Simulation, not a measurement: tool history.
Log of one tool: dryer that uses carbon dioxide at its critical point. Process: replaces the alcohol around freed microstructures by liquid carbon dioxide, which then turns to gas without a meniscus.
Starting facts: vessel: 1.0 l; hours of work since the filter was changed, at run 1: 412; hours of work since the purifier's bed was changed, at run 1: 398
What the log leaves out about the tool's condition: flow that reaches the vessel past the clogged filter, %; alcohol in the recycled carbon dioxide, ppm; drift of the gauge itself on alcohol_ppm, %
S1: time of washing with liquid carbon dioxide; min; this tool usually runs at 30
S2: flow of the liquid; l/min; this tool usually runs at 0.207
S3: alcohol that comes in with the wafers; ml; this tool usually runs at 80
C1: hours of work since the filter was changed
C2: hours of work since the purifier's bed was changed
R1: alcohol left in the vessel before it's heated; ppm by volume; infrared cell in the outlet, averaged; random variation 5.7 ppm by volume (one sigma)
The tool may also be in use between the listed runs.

{"run": 1, "hour": 0.0, "S1": 30, "S2": 0.207, "S3": 80, "C1": 412, "C2": 398, "R1": 481}
{"run": 2, "hour": 6.8, "S1": 30, "S2": 0.207, "S3": 80, "C1": 417, "C2": 403, "R1": 486}
{"run": 3, "hour": 19.6, "S1": 30, "S2": 0.207, "S3": 80, "C1": 426, "C2": 412, "R1": 486}
{"run": 4, "hour": 31.0, "S1": 30, "S2": 0.207, "S3": 44, "C1": 435, "C2": 421, "R1": 318}
{"run": 5, "hour": 38.0, "S1": 30, "S2": 0.207, "S3": 80, "C1": 440, "C2": 426, "R1": 504}
{"run": 6, "hour": 46.9, "S1": 30, "S2": 0.207, "S3": 79, "C1": 447, "C2": 433, "R1": 509}
{"run": 7, "hour": 58.1, "S1": 30, "S2": 0.289, "S3": 80, "C1": 455, "C2": 441, "R1": 144}
{"run": 8, "hour": 68.9, "S1": 30, "S2": 0.137, "S3": 80, "C1": 463, "C2": 449, "R1": 2852}
{"run": 9, "hour": 83.0, "S1": 30, "S2": 0.303, "S3": 80, "C1": 473, "C2": 459, "R1": 131}
{"hour": 89.1, "done": "inlet filter changed"}
{"run": 10, "hour": 96.6, "S1": 32, "S2": 0.149, "S3": 80, "C1": 6, "C2": 469, "R1": 951}
{"run": 11, "hour": 107.9, "S1": 45, "S2": 0.144, "S3": 95, "C1": 14, "C2": 477, "R1": 299}
{"run": 12, "hour": 118.5, "S1": 43, "S2": 0.195, "S3": 86, "C1": 22, "C2": 485, "R1": 126}
{"run": 13, "hour": 125.7, "S1": 35, "S2": 0.207, "S3": 40, "C1": 27, "C2": 490, "R1": 131}
{"run": 14, "hour": 136.1, "S1": 41, "S2": 0.286, "S3": 31, "C1": 35, "C2": 498, "R1": 101}
{"run": 15, "hour": 144.4, "S1": 41, "S2": 0.286, "S3": 31, "C1": 41, "C2": 504, "R1": 108}
{"run": 16, "hour": 156.2, "S1": 41, "S2": 0.286, "S3": 31, "C1": 50, "C2": 513, "R1": 106}
{"run": 17, "hour": 167.8, "S1": 30, "S2": 0.153, "S3": 31, "C1": 58, "C2": 522, "R1": 535}
{"run": 18, "hour": 181.8, "S1": 30, "S2": 0.153, "S3": 31, "C1": 69, "C2": 532, "R1": 527}

Below are 3 alternative next runs, each starting from the tool's condition after run 18. Predict each:
{"run": "A", "hour": 190.2, "S1": 30, "S2": 0.147, "S3": 105, "C1": 75, "C2": 538, "R1": "?"}
{"run": "B", "hour": 190.2, "S1": 30, "S2": 0.2, "S3": 51, "C1": 75, "C2": 538, "R1": "?"}
{"run": "C", "hour": 190.2, "S1": 19, "S2": 0.173, "S3": 95, "C1": 75, "C2": 538, "R1": "?"}

run=A R1=1842
run=B R1=299
run=C R1=4333
Stripped of hidden state, with their random variation kept, the same runs would have yielded:
run=A R1=1553
run=B R1=160
run=C R1=3890

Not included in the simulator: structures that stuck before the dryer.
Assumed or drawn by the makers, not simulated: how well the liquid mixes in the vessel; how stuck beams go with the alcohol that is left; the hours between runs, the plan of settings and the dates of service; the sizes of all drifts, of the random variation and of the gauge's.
